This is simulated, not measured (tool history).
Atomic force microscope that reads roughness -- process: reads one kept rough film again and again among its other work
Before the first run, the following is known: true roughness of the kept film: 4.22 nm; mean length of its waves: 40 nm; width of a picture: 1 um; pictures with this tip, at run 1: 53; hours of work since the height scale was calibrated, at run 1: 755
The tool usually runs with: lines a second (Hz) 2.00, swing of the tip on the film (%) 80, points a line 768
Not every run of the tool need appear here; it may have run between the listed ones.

run    hour  lines a second (Hz)  swing of the tip on the film (%)  points a line  pictures with this tip  hours of work since the height scale was calibrated  roughness of the kept film (nm (root mean square))
  1     0.0                 2.00                                80            768                      53                                                  755                                               3.161
       46.6  -- new tip fitted
  2    48.7                 2.00                                80            768                       5                                                  786                                               3.226
  3   101.6                 2.00                                80            768                     121                                                  820                                               2.975
      116.5  -- new tip fitted
  4   138.8                 2.00                                80            768                      49                                                  844                                               3.108
  5   179.7                 2.00                                80            768                     139                                                  870                                               2.906
      188.3  -- new tip fitted
  6   216.2                 2.00                                80            768                      62                                                  894                                               3.074
      258.2  -- new tip fitted
  7   262.6                 2.00                                80            768                      10                                                  923                                               3.225
  8   284.5                 2.00                                80            768                      58                                                  938                                               3.109
      329.8  -- new tip fitted
  9   336.5                 2.00                                80            768                      15                                                  971                                               3.194
 10   376.7                 2.00                                80            768                     103                                                  997                                               3.009
      399.9  -- new tip fitted
 11   409.3                 2.00                                80            564                      21                                                 1018                                               3.189
 12   451.6                 2.00                                80            564                     114                                                 1045                                               2.975
      470.9  -- new tip fitted
 13   483.8                 0.66                                80            564                      28                                                 1065                                               3.585
 14   505.5                 2.00                                80            768                      76                                                 1079                                               3.062
      541.7  -- new tip fitted
 15   558.6                 2.00                                68            768                      37                                                 1113                                               3.391
 16   606.7                 2.00                                68            768                     143                                                 1144                                               3.133
      611.9  -- new tip fitted
 17   638.3                 2.00                                68            768                      59                                                 1164                                               3.376
 18   669.7                 2.00                                78            768                     128                                                 1185                                               2.996
      683.5  -- new tip fitted
 19   719.5                 2.00                                78            768                      79                                                 1217                                               3.081
      756.0  -- new tip fitted
 20   768.0                 2.00                                79            768                      26                                                 1248                                               3.217
 21   805.1                 2.00                                80            380                     108                                                 1272                                               3.004
      826.2  -- new tip fitted
 22   832.0                 2.00                                80            380                      12                                                 1289                                               3.170
 23   859.7                 2.00                                80            380                      73                                                 1307                                               3.047
 24   894.3                 2.00                                80            380                     150                                                 1329                                               2.875
      898.5  -- new tip fitted
 25   923.3                 2.00                                80            380                      55                                                 1347                                               3.079
 26   953.8                 2.00                                80            380                     122                                                 1367                                               2.921
      969.0  -- new tip fitted
      974.6  -- height scale calibrated on a step standard
 27   989.7                 1.23                                65            893                      43                                                   10                                               3.597
 28  1032.1                 2.00                                64            270                     137                                                   37                                               3.222
     1040.0  -- new tip fitted
 29  1072.4                 2.00                                68            281                      72                                                   63                                               3.331
     1111.4  -- new tip fitted
 30  1118.2                 2.00                                68            281                      15                                                   92                                               3.480
 31  1148.1                 0.53                                60            522                      80                                                  111                                               3.597
     1180.5  -- new tip fitted
 32  1188.0                 0.53                                60            522                      16                                                  137                                               3.817
 33  1223.3                 1.91                                60            637                      94                                                  160                                               3.464
     1250.6  -- new tip fitted
 34  1256.1                 2.00                                89            478                      12                                                  181                                               2.956
 35  1296.2                 2.00                                89            478                     101                                                  206                                               2.765
     1320.6  -- new tip fitted
 36  1336.3                 1.29                                64            768                      35                                                  232                                               3.615
 37  1363.1                 1.60                                74            916                      94                                                  249                                               3.278
     1391.5  -- new tip fitted
 38  1397.9                 1.60                                74            916                      14                                                  272                                               3.447
 39  1427.6                 1.60                                74            916                      79                                                  291                                               3.310
 40  1455.8                 3.57                                74            916                     141                                                  309                                               2.784
     1461.7  -- new tip fitted
 41  1504.5                 1.06                                68            916                      95                                                  340                                               3.437
 42  1529.5                 1.06                                68            276                     150                                                  356                                               3.299
     1532.9  -- new tip fitted
 43  1581.2                 2.60                                90           1001                     106                                                  389                                               2.563
     1602.8  -- new tip fitted
 44  1629.4                 2.00                                71            541                      59                                                  420                                               3.304
     1673.3  -- new tip fitted
 45  1675.8                 2.00                                71            541                       6                                                  450                                               3.447
 46  1718.8                 2.37                                80            964                     101                                                  478                                               2.917
     1743.5  -- new tip fitted
 47  1749.0                 0.99                                67            819                      12                                                  497                                               3.655
 48  1771.6                 2.70                                79            763                      62                                                  511                                               2.980
     1816.1  -- new tip fitted
 49  1824.5                 2.70                                79            763                      19                                                  545                                               3.061
 50  1874.3                 2.70                                85            393                     128                                                  577                                               2.629
     1885.1  -- new tip fitted
 51  1906.5                 2.43                                78            825                      47                                                  598                                               3.092
 52  1949.3                 1.22                                80            944                     142                                                  625                                               3.105

Predict each of these 3 candidate next runs independently; none follows another, all start after run 52:
     1954.1  -- new tip fitted
  A  1984.4                 2.00                                80            866                      67                                                  648                                                   ?
     1954.1  -- new tip fitted
  B  1984.4                 2.00                                85            642                      67                                                  648                                                   ?
     1954.1  -- new tip fitted
  C  1984.4                 2.79                                63            768                      67                                                  648                                                   ?

run  roughness of the kept film (nm (root mean square))
  A                                               3.083
  B                                               2.934
  C                                               3.376
Without the tool's hidden state the same runs would have given:
run  roughness of the kept film (nm (root mean square))
  A                                               3.284
  B                                               3.125
  C                                               3.595
